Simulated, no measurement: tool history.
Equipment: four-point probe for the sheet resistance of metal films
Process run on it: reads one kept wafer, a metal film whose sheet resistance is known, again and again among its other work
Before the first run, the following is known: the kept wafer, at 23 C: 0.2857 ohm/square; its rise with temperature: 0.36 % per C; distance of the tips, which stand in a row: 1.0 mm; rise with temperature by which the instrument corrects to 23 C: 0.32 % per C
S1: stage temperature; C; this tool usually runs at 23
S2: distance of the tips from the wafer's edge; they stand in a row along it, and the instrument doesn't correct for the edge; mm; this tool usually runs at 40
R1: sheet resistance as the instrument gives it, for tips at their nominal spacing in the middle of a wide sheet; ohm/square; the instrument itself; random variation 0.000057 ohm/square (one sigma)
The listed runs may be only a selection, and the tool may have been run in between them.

run	hour	S1	S2	R1
1	0	23	40	0.285885
2	30.5	19	40	0.285379
3	76.6	19	40	0.28541
4	102.4	23	40	0.28577
5	136.3	23	40	0.285974
6	173.3	23	40	0.285807
7	196.3	23	29	0.285895
8	247.4	26	8	0.288537
9	285.5	19	4	0.294475
10	311.1	34	7	0.290145
11	351	20	7	0.288622
12	401.5	20	17	0.28612
13	429.7	27	40	0.286419
14	464.6	27	40	0.286441

Consider 4 possible next runs. They are alternatives, not a sequence: every one starts from the tool as it was left by run 14. What does each give?
A	503.2	27	4	?
B	503.2	24	35	?
C	503.2	21	20	?
D	503.2	31	40	?

run	R1
A	0.295548
B	0.286217
C	0.286081
D	0.286745
Without the tool's hidden state the same runs would have given:
run	R1
A	0.295373
B	0.286044
C	0.285904
D	0.286581

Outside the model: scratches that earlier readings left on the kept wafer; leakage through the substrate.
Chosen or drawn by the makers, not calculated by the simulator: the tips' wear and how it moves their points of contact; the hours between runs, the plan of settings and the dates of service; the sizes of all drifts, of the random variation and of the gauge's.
